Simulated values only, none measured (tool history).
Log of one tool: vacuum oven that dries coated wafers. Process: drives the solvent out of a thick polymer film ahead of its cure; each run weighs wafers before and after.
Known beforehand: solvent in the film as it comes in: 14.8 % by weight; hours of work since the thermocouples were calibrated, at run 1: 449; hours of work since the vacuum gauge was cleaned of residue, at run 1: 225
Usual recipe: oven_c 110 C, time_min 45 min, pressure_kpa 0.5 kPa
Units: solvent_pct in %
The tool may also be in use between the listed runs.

run   hour  oven_c  time_min  pressure_kpa  hours of work since the thermocouples were calibrated  hours of work since the vacuum gauge was cleaned of residue  solvent_pct
  1      0     110        45           0.5                                                    449                                                          225         3.16
  2      8     110        45         0.258                                                    453                                                          229         3.07
  3   22.3     110        45           0.5                                                    462                                                          238         3.21
  4   29.9     110        45           0.5                                                    467                                                          243         3.19
  5   40.2     104        45           0.5                                                    473                                                          249         4.13
  6   52.7     104        45           0.5                                                    481                                                          257         4.13
  7   63.3     104        45           0.5                                                    487                                                          263         4.17
  8   77.1     104        45           0.5                                                    495                                                          271         4.16
  9   90.8     104        45           0.5                                                    504                                                          280         4.15
 10  102.7     107        45           0.5                                                    511                                                          287          3.7
 11  115.9     110        45          0.35                                                    519                                                          295         3.14
 12  128.1     107        45           0.5                                                    526                                                          302         3.68
 13  141.6     110        43           0.5                                                    535                                                          311         3.41
 14  150.6     110        43           0.5                                                    540                                                          316         3.42
 15  159.1     110        45           0.5                                                    545                                                          321         3.22
 16  172.7     110        45           0.5                                                    554                                                          330         3.24
 17  185.7     110        45         1.941                                                    562                                                          338         3.89
 18  193.7     110        52           0.5                                                    566                                                          342         2.64
     195.9  -- vacuum gauge cleaned of residue and calibrated
 19  206.1     110        52           0.5                                                    573                                                            6         2.66
 20  212.9     110        52           0.5                                                    577                                                           10          2.7
 21  228.5     110        52           0.5                                                    587                                                           20         2.69
 22  240.6     110        52           0.5                                                    594                                                           27         2.72
 23  254.4     110        52           0.5                                                    602                                                           36         2.73
 24  268.1     110        52         0.326                                                    611                                                           44         2.64
 25  280.6     110        62         0.593                                                    618                                                           51         2.11
     286.7  -- vacuum gauge cleaned of residue and calibrated, once more
 26  289.6      99        29         0.451                                                    623                                                            2         6.72
 27  304.5     116        74         0.451                                                    632                                                           11          0.9
 28  314.2     116        74         0.451                                                    638                                                           17         0.89
 29  325.6     102        74         1.022                                                    645                                                           24         2.72
 30  337.6     116        61         0.571                                                    652                                                           31         1.41
 31  351.5     111        45         0.435                                                    661                                                           39         2.95
 32  360.5     110        38         1.006                                                    666                                                           45         4.05
 33  368.4      99        32         0.663                                                    671                                                           50         6.39
 34  380.8     117        64           0.5                                                    678                                                           57         1.13
 35  389.8     117        64           0.5                                                    684                                                           63         1.19
 36  399.9      96        64           0.5                                                    690                                                           69         3.92
 37  410.1      96        64           0.5                                                    696                                                           75         3.93
 38    425     100        45          1.63                                                    705                                                           84         5.35
 39  431.6     100        45           0.5                                                    709                                                           88         4.73
 40  444.3     102        33         0.697                                                    717                                                           96         5.87
 41  455.5     103        38         0.964                                                    724                                                          103         5.23
     466.2  -- oven's thermocouples calibrated
 42  471.9     110        43         1.258                                                      3                                                          111         3.48
 43  478.4      95        24         1.258                                                      7                                                          115         8.29
 44  491.5      96        45           0.5                                                     15                                                          123         5.25
 45  499.5     102        56         0.323                                                     20                                                          128         3.27
 46  509.9     102        67         0.326                                                     27                                                          135         2.61

Forecast each of these 3 alternatives for the next run:
  A  518.1     102        24         1.658                                                     32                                                          139            ?
  B  518.1     110        45         0.528                                                     32                                                          139            ?
  C  518.1     111        45           0.5                                                     32                                                          139            ?

run  solvent_pct
  A         7.42
  B         3.06
  C         2.93
With the hidden condition removed and each run's random variation left untouched, the same runs would have given:
run  solvent_pct
  A         7.55
  B         3.18
  C         3.05
